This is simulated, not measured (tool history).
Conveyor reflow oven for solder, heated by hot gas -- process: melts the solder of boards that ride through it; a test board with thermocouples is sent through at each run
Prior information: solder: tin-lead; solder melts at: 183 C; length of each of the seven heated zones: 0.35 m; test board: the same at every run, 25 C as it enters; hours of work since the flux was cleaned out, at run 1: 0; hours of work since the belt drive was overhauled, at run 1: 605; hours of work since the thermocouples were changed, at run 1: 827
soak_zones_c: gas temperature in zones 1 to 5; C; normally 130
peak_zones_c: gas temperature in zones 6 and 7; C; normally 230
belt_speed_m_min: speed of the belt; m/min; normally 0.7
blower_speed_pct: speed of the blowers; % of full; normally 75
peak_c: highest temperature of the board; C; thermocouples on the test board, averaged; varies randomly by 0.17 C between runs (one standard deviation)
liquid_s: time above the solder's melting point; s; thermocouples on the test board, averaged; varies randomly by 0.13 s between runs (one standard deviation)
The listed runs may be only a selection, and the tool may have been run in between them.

| run | hour | soak_zones_c | peak_zones_c | belt_speed_m_min | blower_speed_pct | hours of work since the flux was cleaned out | hours of work since the belt drive was overhauled | hours of work since the thermocouples were changed | peak_c | liquid_s |
|---|---|---|---|---|---|---|---|---|---|---|
| 1 | 0 | 130 | 230 | 0.7 | 75 | 0 | 605 | 827 | 214.1 | 41.3 |
| 2 | 20.9 | 125 | 230 | 0.7 | 75 | 14 | 618 | 841 | 213.6 | 39.6 |
| 3 | 31.8 | 125 | 230 | 0.7 | 75 | 20 | 625 | 847 | 213.1 | 39.4 |
| 4 | 54.1 | 125 | 230 | 0.7 | 75 | 34 | 639 | 861 | 213.5 | 39.3 |
| 5 | 79.5 | 130 | 230 | 0.632 | 75 | 50 | 655 | 877 | 217.3 | 48.4 |
| 6 | 97.2 | 130 | 230 | 0.7 | 64 | 62 | 666 | 889 | 212 | 39.4 |
| 7 | 110.6 | 130 | 230 | 0.796 | 75 | 70 | 674 | 897 | 209.8 | 32.8 |
| 8 | 131 | 130 | 230 | 0.7 | 51 | 83 | 687 | 910 | 208.8 | 36.3 |
| 9 | 155.8 | 130 | 230 | 0.7 | 59 | 98 | 703 | 925 | 210.9 | 38.4 |
| 10 | 179.5 | 134 | 230 | 0.7 | 75 | 113 | 717 | 940 | 214.8 | 42.9 |
| 11 | 201.4 | 134 | 230 | 0.7 | 90 | 127 | 731 | 954 | 217.2 | 44.4 |
| 12 | 219.4 | 134 | 230 | 0.7 | 65 | 138 | 742 | 965 | 212.8 | 40.8 |
| 13 | 239.7 | 130 | 230 | 0.7 | 75 | 151 | 755 | 978 | 213.9 | 41.5 |
| 14 | 251.1 | 130 | 230 | 0.7 | 75 | 158 | 762 | 985 | 214.2 | 41.4 |
| 15 | 268.8 | 130 | 230 | 0.7 | 75 | 169 | 774 | 996 | 214.1 | 41.4 |
| 16 | 293.1 | 130 | 230 | 0.7 | 75 | 185 | 789 | 1012 | 214.2 | 41.3 |
| 17 | 319.9 | 122 | 234 | 0.7 | 75 | 202 | 806 | 1029 | 216.4 | 40.7 |
| 18 | 336.3 | 144 | 241 | 0.7 | 90 | 212 | 816 | 1039 | 228.2 | 52.5 |
| 19 | 359.8 | 144 | 241 | 0.772 | 69 | 227 | 831 | 1054 | 221.8 | 44.3 |
| 20 | 384.3 | 130 | 230 | 0.7 | 61 | 242 | 846 | 1069 | 211.4 | 38.6 |
| 21 | 397.8 | 130 | 233 | 0.681 | 75 | 250 | 855 | 1078 | 217.7 | 44.6 |
| 22 | 419.7 | 130 | 230 | 0.7 | 71 | 264 | 868 | 1091 | 213.4 | 40.7 |
| 23 | 440.8 | 136 | 230 | 0.772 | 75 | 278 | 882 | 1105 | 212.4 | 37.3 |
| 24 | 460.6 | 141 | 235 | 0.7 | 75 | 290 | 894 | 1117 | 220.7 | 47.9 |
| 25 | 474.1 | 141 | 235 | 0.7 | 75 | 298 | 903 | 1126 | 220.6 | 47.8 |
| 26 | 499.4 | 141 | 235 | 0.7 | 75 | 314 | 918 | 1141 | 220.5 | 47.7 |
| 27 | 525.6 | 122 | 228 | 0.763 | 74 | 331 | 935 | 1158 | 207.9 | 31.3 |

4 ways to go on from here, each from the tool as it stands after run 27. What would each give?
| A | 550.4 | 122 | 238 | 0.763 | 74 | 346 | 951 | 1173 | ? | ? |
| B | 550.4 | 122 | 228 | 0.818 | 74 | 346 | 951 | 1173 | ? | ? |
| C | 550.4 | 138 | 219 | 0.691 | 74 | 346 | 951 | 1173 | ? | ? |
| D | 550.4 | 139 | 228 | 0.763 | 74 | 346 | 951 | 1173 | ? | ? |

| run | peak_c | liquid_s |
|---|---|---|
| A | 216.5 | 37 |
| B | 205.3 | 26.6 |
| C | 206.1 | 38.1 |
| D | 211.5 | 37.6 |
Without the tool's hidden state the same runs would have given:
| run | peak_c | liquid_s |
|---|---|---|
| A | 216.6 | 37 |
| B | 205.4 | 26.7 |
| C | 206.1 | 38.1 |
| D | 211.5 | 37.7 |
